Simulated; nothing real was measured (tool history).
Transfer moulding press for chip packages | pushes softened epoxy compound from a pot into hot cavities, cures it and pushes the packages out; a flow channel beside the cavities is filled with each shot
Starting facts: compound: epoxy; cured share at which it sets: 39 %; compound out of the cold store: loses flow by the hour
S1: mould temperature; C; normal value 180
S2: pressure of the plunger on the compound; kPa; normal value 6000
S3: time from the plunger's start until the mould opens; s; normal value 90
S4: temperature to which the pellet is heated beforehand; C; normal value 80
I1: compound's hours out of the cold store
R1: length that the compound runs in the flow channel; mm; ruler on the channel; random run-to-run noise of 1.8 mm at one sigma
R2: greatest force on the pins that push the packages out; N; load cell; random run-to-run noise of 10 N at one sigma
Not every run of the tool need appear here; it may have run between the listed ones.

| run | hour | S1 | S2 | S3 | S4 | I1 | R1 | R2 |
|---|---|---|---|---|---|---|---|---|
| 1 | 0.0 | 180 | 6000 | 90 | 80 | 46.8 | 620 | 490 |
| 2 | 28.3 | 180 | 6000 | 90 | 80 | 20.6 | 659 | 606 |
| 3 | 63.5 | 180 | 6000 | 90 | 80 | 11.1 | 667 | 712 |
| 4 | 101.5 | 180 | 6000 | 90 | 80 | 26.6 | 641 | 727 |
|  | 122.4 | cavities cleaned with cleaning compound and waxed |
| 5 | 144.7 | 180 | 6000 | 90 | 80 | 39.1 | 617 | 565 |
| 6 | 190.3 | 180 | 6000 | 90 | 80 | 43.8 | 610 | 677 |
| 7 | 237.4 | 175 | 6000 | 90 | 80 | 12.2 | 672 | 1061 |
|  | 244.7 | cavities cleaned with cleaning compound and waxed |
|  | 252.6 | plunger's sealing rings changed |
| 8 | 260.5 | 175 | 6000 | 90 | 80 | 18.4 | 694 | 781 |
| 9 | 281.8 | 180 | 6000 | 90 | 80 | 42.7 | 639 | 606 |
| 10 | 327.8 | 180 | 6000 | 90 | 80 | 23.0 | 668 | 741 |
| 11 | 361.1 | 180 | 6000 | 90 | 80 | 23.2 | 664 | 753 |
|  | 368.4 | cavities cleaned with cleaning compound and waxed |
| 12 | 403.2 | 180 | 6000 | 90 | 83 | 25.6 | 658 | 641 |
| 13 | 442.9 | 180 | 6000 | 76 | 80 | 27.6 | 652 | 963 |
| 14 | 466.9 | 180 | 4710 | 90 | 80 | 11.4 | 596 | 758 |
|  | 488.5 | cavities cleaned with cleaning compound and waxed |
| 15 | 510.4 | 180 | 6000 | 119 | 80 | 10.8 | 670 | 501 |
| 16 | 539.9 | 180 | 5720 | 119 | 80 | 30.8 | 625 | 573 |
| 17 | 584.9 | 185 | 6000 | 90 | 80 | 41.2 | 609 | 637 |
|  | 609.0 | cavities cleaned with cleaning compound and waxed |
| 18 | 612.9 | 185 | 6000 | 90 | 80 | 29.1 | 621 | 462 |
| 19 | 639.9 | 178 | 5050 | 99 | 80 | 24.4 | 594 | 592 |
| 20 | 684.4 | 177 | 6000 | 98 | 80 | 24.2 | 647 | 725 |
| 21 | 712.1 | 177 | 4500 | 98 | 70 | 31.5 | 548 | 781 |
|  | 729.1 | plunger's sealing rings changed |
|  | 730.6 | cavities cleaned with cleaning compound and waxed |
| 22 | 756.9 | 188 | 5030 | 127 | 86 | 32.8 | 579 | 525 |
| 23 | 790.5 | 180 | 5180 | 90 | 80 | 23.8 | 619 | 725 |
| 24 | 815.4 | 180 | 5870 | 107 | 70 | 8.7 | 681 | 639 |
|  | 850.2 | cavities cleaned with cleaning compound and waxed |
| 25 | 850.2 | 178 | 5870 | 107 | 74 | 16.1 | 671 | 438 |
| 26 | 896.1 | 185 | 4790 | 107 | 87 | 41.8 | 554 | 532 |
| 27 | 920.0 | 185 | 4790 | 107 | 87 | 38.0 | 556 | 587 |
| 28 | 954.5 | 181 | 6790 | 82 | 83 | 26.3 | 688 | 812 |

Each row is a separate what-if for the run after 28, all from the same tool condition, not one after another. Results?
|  | 969.3 | cavities cleaned with cleaning compound and waxed |
| A | 997.2 | 185 | 5990 | 82 | 70 | 35.3 | ? | ? |
|  | 969.3 | cavities cleaned with cleaning compound and waxed |
| B | 997.2 | 178 | 4830 | 80 | 83 | 47.3 | ? | ? |
|  | 969.3 | cavities cleaned with cleaning compound and waxed |
| C | 997.2 | 180 | 6060 | 82 | 84 | 9.9 | ? | ? |
|  | 969.3 | cavities cleaned with cleaning compound and waxed |
| D | 997.2 | 174 | 5200 | 124 | 83 | 9.3 | ? | ? |

| run | R1 | R2 |
|---|---|---|
| A | 619 | 549 |
| B | 558 | 848 |
| C | 676 | 722 |
| D | 644 | 580 |
With the hidden condition removed and each run's random variation left untouched, the same runs would have given:
| run | R1 | R2 |
|---|---|---|
| A | 639 | 430 |
| B | 576 | 651 |
| C | 697 | 556 |
| D | 665 | 457 |

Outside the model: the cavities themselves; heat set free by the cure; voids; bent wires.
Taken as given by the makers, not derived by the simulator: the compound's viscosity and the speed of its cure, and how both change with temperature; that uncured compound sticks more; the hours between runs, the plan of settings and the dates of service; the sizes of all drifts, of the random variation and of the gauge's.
